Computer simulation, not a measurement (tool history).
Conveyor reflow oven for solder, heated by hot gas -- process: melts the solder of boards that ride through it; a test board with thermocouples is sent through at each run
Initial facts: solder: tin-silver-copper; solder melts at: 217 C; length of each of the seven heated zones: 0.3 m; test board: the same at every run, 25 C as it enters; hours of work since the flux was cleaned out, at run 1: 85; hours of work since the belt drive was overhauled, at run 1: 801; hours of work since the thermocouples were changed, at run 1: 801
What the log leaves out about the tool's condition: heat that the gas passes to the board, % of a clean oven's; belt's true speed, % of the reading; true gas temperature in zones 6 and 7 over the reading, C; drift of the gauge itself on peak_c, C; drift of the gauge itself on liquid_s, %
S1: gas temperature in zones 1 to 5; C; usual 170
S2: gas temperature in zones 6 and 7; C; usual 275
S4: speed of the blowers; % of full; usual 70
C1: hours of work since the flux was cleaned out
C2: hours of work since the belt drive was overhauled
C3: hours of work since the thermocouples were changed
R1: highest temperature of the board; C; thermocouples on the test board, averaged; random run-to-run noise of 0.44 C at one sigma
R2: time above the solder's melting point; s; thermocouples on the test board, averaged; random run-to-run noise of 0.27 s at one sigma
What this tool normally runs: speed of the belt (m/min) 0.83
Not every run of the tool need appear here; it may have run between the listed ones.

run 1 hour=0 | S1=170 S2=275 speed_of_the_belt_(m/min)=0.83 S4=70 | C1=85 C2=801 C3=801 | R1=248.9 R2=28.8
run 2 hour=49.6 | S1=170 S2=275 speed_of_the_belt_(m/min)=0.83 S4=70 | C1=105 C2=822 C3=822 | R1=250.1 R2=29.7
run 3 hour=102.6 | S1=170 S2=275 speed_of_the_belt_(m/min)=0.879 S4=70 | C1=127 C2=844 C3=844 | R1=248 R2=26.8
run 4 hour=137.6 | S1=170 S2=286 speed_of_the_belt_(m/min)=0.83 S4=70 | C1=142 C2=858 C3=858 | R1=259 R2=33.3
run 5 hour=178 | S1=170 S2=286 speed_of_the_belt_(m/min)=0.83 S4=70 | C1=159 C2=875 C3=875 | R1=258.9 R2=33.4
run 6 hour=228.1 | S1=170 S2=286 speed_of_the_belt_(m/min)=0.83 S4=70 | C1=179 C2=896 C3=896 | R1=258.7 R2=33.3
-- hour=245.9 flux residue cleaned out of gas plates and filters
run 7 hour=258.7 | S1=170 S2=286 speed_of_the_belt_(m/min)=0.83 S4=70 | C1=5 C2=907 C3=907 | R1=259.6 R2=33.3
-- hour=265.1 belt drive overhauled, speed set with a stopwatch
-- hour=274.8 thermocouples of zones 6 and 7 changed
run 8 hour=300 | S1=170 S2=286 speed_of_the_belt_(m/min)=0.83 S4=70 | C1=20 C2=14 C3=10 | R1=258.8 R2=33
run 9 hour=326.4 | S1=170 S2=286 speed_of_the_belt_(m/min)=0.83 S4=70 | C1=31 C2=25 C3=21 | R1=259.2 R2=32.7
run 10 hour=373.2 | S1=158 S2=275 speed_of_the_belt_(m/min)=0.83 S4=70 | C1=50 C2=44 C3=41 | R1=246.7 R2=25.9
run 11 hour=403.8 | S1=158 S2=275 speed_of_the_belt_(m/min)=0.83 S4=80 | C1=63 C2=57 C3=53 | R1=251.4 R2=28.2
run 12 hour=451.8 | S1=158 S2=275 speed_of_the_belt_(m/min)=0.83 S4=80 | C1=83 C2=77 C3=73 | R1=251.4 R2=28.5
run 13 hour=477.7 | S1=157 S2=284 speed_of_the_belt_(m/min)=0.83 S4=50 | C1=94 C2=87 C3=84 | R1=241.2 R2=22.6
run 14 hour=520.8 | S1=157 S2=284 speed_of_the_belt_(m/min)=0.83 S4=50 | C1=111 C2=105 C3=102 | R1=242.6 R2=22.3
run 15 hour=565.4 | S1=170 S2=275 speed_of_the_belt_(m/min)=0.898 S4=84 | C1=130 C2=124 C3=120 | R1=251 R2=28.1
run 16 hour=592.2 | S1=170 S2=275 speed_of_the_belt_(m/min)=0.898 S4=84 | C1=141 C2=135 C3=132 | R1=252.1 R2=28.3
run 17 hour=621.2 | S1=170 S2=275 speed_of_the_belt_(m/min)=0.898 S4=84 | C1=153 C2=147 C3=144 | R1=250.6 R2=28.3
run 18 hour=674.2 | S1=170 S2=275 speed_of_the_belt_(m/min)=0.898 S4=84 | C1=175 C2=169 C3=166 | R1=251.2 R2=28.5
-- hour=703 flux residue cleaned out of gas plates and filters
run 19 hour=729.1 | S1=167 S2=272 speed_of_the_belt_(m/min)=0.939 S4=70 | C1=11 C2=189 C3=186 | R1=241.4 R2=21
run 20 hour=759.6 | S1=158 S2=272 speed_of_the_belt_(m/min)=0.739 S4=70 | C1=23 C2=202 C3=199 | R1=248.9 R2=31.1
run 21 hour=798 | S1=156 S2=288 speed_of_the_belt_(m/min)=0.922 S4=70 | C1=39 C2=218 C3=215 | R1=251.8 R2=24.7
run 22 hour=842.2 | S1=156 S2=288 speed_of_the_belt_(m/min)=0.939 S4=71 | C1=58 C2=236 C3=233 | R1=251.1 R2=24
run 23 hour=871 | S1=170 S2=275 speed_of_the_belt_(m/min)=0.966 S4=54 | C1=70 C2=248 C3=245 | R1=233.7 R2=15.4
run 24 hour=898.2 | S1=179 S2=289 speed_of_the_belt_(m/min)=0.814 S4=78 | C1=81 C2=260 C3=256 | R1=267.4 R2=38.7

What differs in the tool's unlogged condition from the final listed run ahead of each entry between runs to the first listed run following it?
Run 6 -> run 7: flux residue cleaned out of gas plates and filters (hour 245.9)
  heat that the gas passes to the board, % of a clean oven's: 99.2 -> 99.9
Run 7 -> run 8: belt drive overhauled, speed set with a stopwatch (hour 265.1); thermocouples of zones 6 and 7 changed (hour 274.8)
  heat that the gas passes to the board, % of a clean oven's: 99.9 -> 99.8; belt's true speed, % of the reading: 99.91 -> 100; true gas temperature in zones 6 and 7 over the reading, C: 0.12 -> -0.03
Run 18 -> run 19: flux residue cleaned out of gas plates and filters (hour 703)
  heat that the gas passes to the board, % of a clean oven's: 99.2 -> 99.9
